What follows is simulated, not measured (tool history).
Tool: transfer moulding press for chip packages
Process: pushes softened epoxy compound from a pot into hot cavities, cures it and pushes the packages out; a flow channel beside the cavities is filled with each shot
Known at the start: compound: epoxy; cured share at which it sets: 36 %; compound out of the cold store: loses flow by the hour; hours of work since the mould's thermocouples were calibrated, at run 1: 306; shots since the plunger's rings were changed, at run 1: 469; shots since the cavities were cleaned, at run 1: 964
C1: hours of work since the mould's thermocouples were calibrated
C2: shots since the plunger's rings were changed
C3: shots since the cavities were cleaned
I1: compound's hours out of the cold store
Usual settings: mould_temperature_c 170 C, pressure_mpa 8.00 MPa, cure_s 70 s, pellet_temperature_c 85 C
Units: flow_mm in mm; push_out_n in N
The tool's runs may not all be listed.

Run 1, hour 0.0: usual settings; C1 306; C2 469; C3 964; I1 42.7. Result: flow_mm 471 mm, push_out_n 399 N.
At hour 6.2: cavities cleaned with cleaning compound and waxed.
Run 2, hour 70.4: usual settings; C1 336; C2 1261; C3 738; I1 9.1. Result: flow_mm 539 mm, push_out_n 506 N.
At hour 96.5: cavities cleaned with cleaning compound and waxed.
Run 3, hour 124.3: usual settings; C1 358; C2 1862; C3 319; I1 28.0. Result: flow_mm 498 mm, push_out_n 339 N.
At hour 187.2: cavities cleaned with cleaning compound and waxed.
Run 4, hour 190.4: usual settings; C1 386; C2 2604; C3 37; I1 32.1. Result: flow_mm 480 mm, push_out_n 308 N.
Run 5, hour 223.5: usual settings but pellet_temperature_c 88 C; C1 400; C2 2984; C3 417; I1 24.4. Result: flow_mm 487 mm, push_out_n 370 N.
Run 6, hour 263.3: usual settings; C1 418; C2 3442; C3 875; I1 24.3. Result: flow_mm 492 mm, push_out_n 434 N.
At hour 278.0: cavities cleaned with cleaning compound and waxed.
Run 7, hour 330.8: usual settings but cure_s 93 s; C1 446; C2 4200; C3 608; I1 10.5. Result: flow_mm 508 mm, push_out_n 304 N.
At hour 368.7: cavities cleaned with cleaning compound and waxed.
At hour 407.0: plunger's sealing rings changed.
Run 8, hour 407.0: usual settings but cure_s 93 s; C1 477; C2 0; C3 412; I1 9.7. Result: flow_mm 554 mm, push_out_n 267 N.
At hour 423.8: cavities cleaned with cleaning compound and waxed, once more.
Run 9, hour 451.0: usual settings but cure_s 102 s; C1 496; C2 488; C3 313; I1 19.9. Result: flow_mm 529 mm, push_out_n 246 N.
Run 10, hour 486.7: usual settings but cure_s 102 s, pellet_temperature_c 83 C; C1 511; C2 897; C3 722; I1 38.5. Result: flow_mm 476 mm, push_out_n 285 N.
At hour 514.7: cavities cleaned with cleaning compound and waxed.
Run 11, hour 544.8: usual settings but cure_s 102 s, pellet_temperature_c 83 C; C1 535; C2 1547; C3 346; I1 8.1. Result: flow_mm 537 mm, push_out_n 260 N.
Run 12, hour 584.1: usual settings but cure_s 102 s, pellet_temperature_c 83 C; C1 552; C2 1998; C3 797; I1 8.8. Result: flow_mm 540 mm, push_out_n 294 N.
At hour 603.3: cavities cleaned with cleaning compound and waxed.
Run 13, hour 645.3: usual settings but cure_s 63 s; C1 578; C2 2684; C3 483; I1 21.9. Result: flow_mm 498 mm, push_out_n 486 N.
At hour 693.6: cavities cleaned with cleaning compound and waxed.
Run 14, hour 706.0: usual settings but cure_s 63 s; C1 604; C2 3364; C3 143; I1 45.2. Result: flow_mm 450 mm, push_out_n 382 N.
Run 15, hour 765.4: usual settings but mould_temperature_c 175 C, pressure_mpa 9.74 MPa; C1 629; C2 4046; C3 825; I1 18.1. Result: flow_mm 528 mm, push_out_n 333 N.
At hour 782.8: cavities cleaned with cleaning compound and waxed.
Run 16, hour 823.4: usual settings but mould_temperature_c 175 C, pressure_mpa 7.45 MPa, cure_s 86 s, pellet_temperature_c 78 C; C1 654; C2 4695; C3 466; I1 41.8. Result: flow_mm 424 mm, push_out_n 265 N.
At hour 854.8: plunger's sealing rings changed.
Run 17, hour 858.2: usual settings but mould_temperature_c 174 C, pressure_mpa 7.45 MPa, cure_s 66 s, pellet_temperature_c 78 C; C1 667; C2 38; C3 836; I1 32.9. Result: flow_mm 481 mm, push_out_n 373 N.
At hour 875.4: cavities cleaned with cleaning compound and waxed.
Run 18, hour 912.3: usual settings but mould_temperature_c 174 C, pressure_mpa 7.45 MPa, cure_s 66 s, pellet_temperature_c 78 C; C1 690; C2 643; C3 424; I1 45.9. Result: flow_mm 450 mm, push_out_n 317 N.
Run 19, hour 958.6: usual settings but cure_s 92 s, pellet_temperature_c 91 C; C1 710; C2 1174; C3 955; I1 39.7. Result: flow_mm 474 mm, push_out_n 329 N.
At hour 964.5: cavities cleaned with cleaning compound and waxed.
Run 20, hour 1031.3: usual settings but pressure_mpa 6.99 MPa, cure_s 60 s, pellet_temperature_c 86 C; C1 741; C2 1992; C3 767; I1 33.1. Result: flow_mm 458 mm, push_out_n 576 N.
At hour 1055.2: cavities cleaned with cleaning compound and waxed.
Run 21, hour 1079.4: usual settings but pressure_mpa 6.99 MPa, cure_s 60 s, pellet_temperature_c 86 C; C1 761; C2 2527; C3 278; I1 31.2. Result: flow_mm 449 mm, push_out_n 501 N.
Run 22, hour 1123.5: usual settings but pressure_mpa 6.99 MPa, cure_s 60 s, pellet_temperature_c 86 C; C1 780; C2 3033; C3 784; I1 26.6. Result: flow_mm 445 mm, push_out_n 631 N.
At hour 1144.3: cavities cleaned with cleaning compound and waxed.
Run 23, hour 1160.7: usual settings but pressure_mpa 6.99 MPa, cure_s 60 s, pellet_temperature_c 86 C; C1 795; C2 3444; C3 189; I1 37.9. Result: flow_mm 436 mm, push_out_n 464 N.
Run 24, hour 1196.6: usual settings but pressure_mpa 6.99 MPa, cure_s 60 s, pellet_temperature_c 86 C; C1 811; C2 3855; C3 600; I1 11.6. Result: flow_mm 472 mm, push_out_n 612 N.
At hour 1217.2: mould's thermocouples calibrated.
At hour 1235.7: cavities cleaned with cleaning compound and waxed.
Run 25, hour 1270.7: usual settings but mould_temperature_c 175 C, pressure_mpa 7.20 MPa, cure_s 63 s; C1 22; C2 4666; C3 402; I1 25.3. Result: flow_mm 430 mm, push_out_n 325 N.
At hour 1304.0: plunger's sealing rings changed.
At hour 1331.8: cavities cleaned with cleaning compound and waxed.
Run 26, hour 1343.0: usual settings but mould_temperature_c 165 C, pressure_mpa 7.20 MPa, cure_s 82 s, pellet_temperature_c 91 C; C1 52; C2 431; C3 128; I1 21.1. Result: flow_mm 490 mm, push_out_n 295 N.
Run 27, hour 1408.3: usual settings but mould_temperature_c 164 C, pressure_mpa 9.53 MPa; C1 80; C2 1180; C3 877; I1 39.7. Result: flow_mm 533 mm, push_out_n 535 N.
At hour 1424.9: cavities cleaned with cleaning compound and waxed.
Run 28, hour 1463.8: usual settings but pressure_mpa 9.53 MPa, cure_s 73 s; C1 103; C2 1801; C3 447; I1 36.1. Result: flow_mm 520 mm, push_out_n 295 N.

Some steps in flow_mm between neighbouring runs. How much of each would the tool show without its hidden state too (settings, what came in, random variation), and how much is left for the hidden state, with any gauge scatter that isn't in both results?
The hidden state here: true mould temperature over the reading, C; pressure that reaches the compound, % of what is set; grip of the stained cavities, % over clean ones'; drift of the gauge itself on flow_mm, %; drift of the gauge itself on push_out_n, %.
Run 7 -> 8: cavities cleaned with cleaning compound and waxed, plunger's sealing rings changed. flow_mm +46 mm: hidden state +42, all else +4.
Run 14 -> 15: mould_temperature_c 170 -> 175, pressure_mpa 8.00 -> 9.74, cure_s 63 -> 70. flow_mm +78 mm: hidden state -13, all else +91.
Run 15 -> 16: pressure_mpa 9.74 -> 7.45, cure_s 70 -> 86, pellet_temperature_c 85 -> 78, cavities cleaned with cleaning compound and waxed. flow_mm -104 mm: hidden state +0, all else -104.
Run 16 -> 17: mould_temperature_c 175 -> 174, cure_s 86 -> 66, plunger's sealing rings changed. flow_mm +57 mm: hidden state +44, all else +13.
